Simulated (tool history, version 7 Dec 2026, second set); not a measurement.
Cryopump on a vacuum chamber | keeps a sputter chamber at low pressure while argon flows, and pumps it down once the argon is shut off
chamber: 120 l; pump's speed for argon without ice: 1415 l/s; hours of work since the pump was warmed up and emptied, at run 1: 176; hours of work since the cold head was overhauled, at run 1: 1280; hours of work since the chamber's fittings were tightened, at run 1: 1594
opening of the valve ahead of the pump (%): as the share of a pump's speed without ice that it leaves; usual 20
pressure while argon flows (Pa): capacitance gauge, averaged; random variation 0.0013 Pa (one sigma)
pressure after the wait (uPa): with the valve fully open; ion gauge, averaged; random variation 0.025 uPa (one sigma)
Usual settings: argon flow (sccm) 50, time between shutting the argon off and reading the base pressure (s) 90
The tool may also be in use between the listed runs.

run	hour	argon flow (sccm)	time between shutting the argon off and reading the base pressure (s)	opening of the valve ahead of the pump (%)	hours of work since the pump was warmed up and emptied	hours of work since the cold head was overhauled	hours of work since the chamber's fittings were tightened	pressure while argon flows (Pa)	pressure after the wait (uPa)
1	0	50	90	20	176	1280	1594	0.3102	1.36
2	28.2	50	90	20	195	1299	1613	0.3084	1.35
3	60	50	90	20	216	1320	1634	0.311	1.36
4	107.4	50	107	20	248	1352	1666	0.3119	1.24
5	154.6	50	107	20	279	1383	1697	0.3155	1.32
6	202	50	107	20	311	1415	1729	0.3177	1.24
7	241.5	50	107	20	338	1442	1755	0.318	1.33
# hour 263.8: pump warmed up, emptied and cooled again
8	288.4	50	107	20	16	1470	1783	0.298	1.16
9	321	91	107	20	38	1491	1805	0.5502	1.19
10	360.7	91	107	20	65	1518	1832	0.5514	1.22
11	407.7	50	48	20	96	1550	1863	0.3015	1.96
12	444.4	50	48	20	121	1574	1888	0.3051	2.04
13	483.2	50	90	20	147	1600	1914	0.3059	1.44
# hour 501.8: leaking fittings of the chamber tightened, without venting
14	514.7	50	90	20	167	1620	9	0.3077	1.03
15	542.7	50	90	20	185	1639	27	0.3064	1.05
16	584.4	50	90	20	213	1667	55	0.3087	0.99
17	629.2	49	90	20	243	1696	85	0.306	1.07
18	656.7	49	90	20	262	1715	104	0.307	1.05
19	681.9	49	90	20	279	1732	121	0.3073	1.06
20	716.1	49	90	20	302	1755	143	0.3074	1.04
21	750.5	49	90	20	325	1778	167	0.3085	1.07
# hour 792: pump warmed up, emptied and cooled again
22	798.4	95	24	27	4	1806	195	0.4253	3.16
23	832.9	45	90	17	27	1830	218	0.3187	1.06
24	870.3	73	24	45	52	1855	243	0.1999	3.14
25	916.8	73	24	45	84	1886	275	0.2002	3.07
26	955.1	27	90	20	109	1911	300	0.165	1.1
27	982.5	97	90	29	128	1930	319	0.4088	1.06
28	1004.7	97	90	29	142	1945	333	0.4159	1.11
29	1054	97	90	29	175	1978	366	0.4198	1.1
30	1087.2	72	282	31	198	2000	389	0.2926	0.56
31	1133.8	97	253	27	229	2031	420	0.4525	0.63
32	1170.7	24	25	20	254	2056	445	0.1501	3.14
33	1195.2	26	90	23	270	2072	461	0.1423	1.14
34	1243.6	26	90	23	302	2105	493	0.1427	1.14
35	1293.4	72	248	20	336	2138	527	0.4573	0.74

The same runs without the tool's hidden state, with the same run-to-run variation:
The hidden state here: pump's speed, % of a pump's without ice; cold plate's temperature, K; leak into the chamber, uPa l/s; drift of the gauge itself on working_pa, %; drift of the gauge itself on base_upa, %.
run	pressure while argon flows (Pa)	pressure after the wait (uPa)
1	0.3005	0.99
2	0.2976	0.98
3	0.299	0.98
4	0.2983	0.84
5	0.3001	0.88
6	0.3003	0.79
7	0.299	0.85
8	0.2959	0.84
9	0.5448	0.85
10	0.544	0.86
11	0.2962	1.6
12	0.2987	1.65
13	0.2982	1.03
14	0.2991	0.98
15	0.2969	1
16	0.2977	0.93
17	0.2938	1
18	0.2938	0.97
19	0.2931	0.97
20	0.2921	0.94
21	0.2918	0.97
22	0.4216	3.11
23	0.3161	1
24	0.1942	3.07
25	0.1926	2.99
26	0.1616	1.01
27	0.3949	0.97
28	0.4006	1.01
29	0.4016	0.99
30	0.2775	0.44
31	0.4292	0.5
32	0.1438	3
33	0.135	0.99
34	0.1345	0.98
35	0.4317	0.56

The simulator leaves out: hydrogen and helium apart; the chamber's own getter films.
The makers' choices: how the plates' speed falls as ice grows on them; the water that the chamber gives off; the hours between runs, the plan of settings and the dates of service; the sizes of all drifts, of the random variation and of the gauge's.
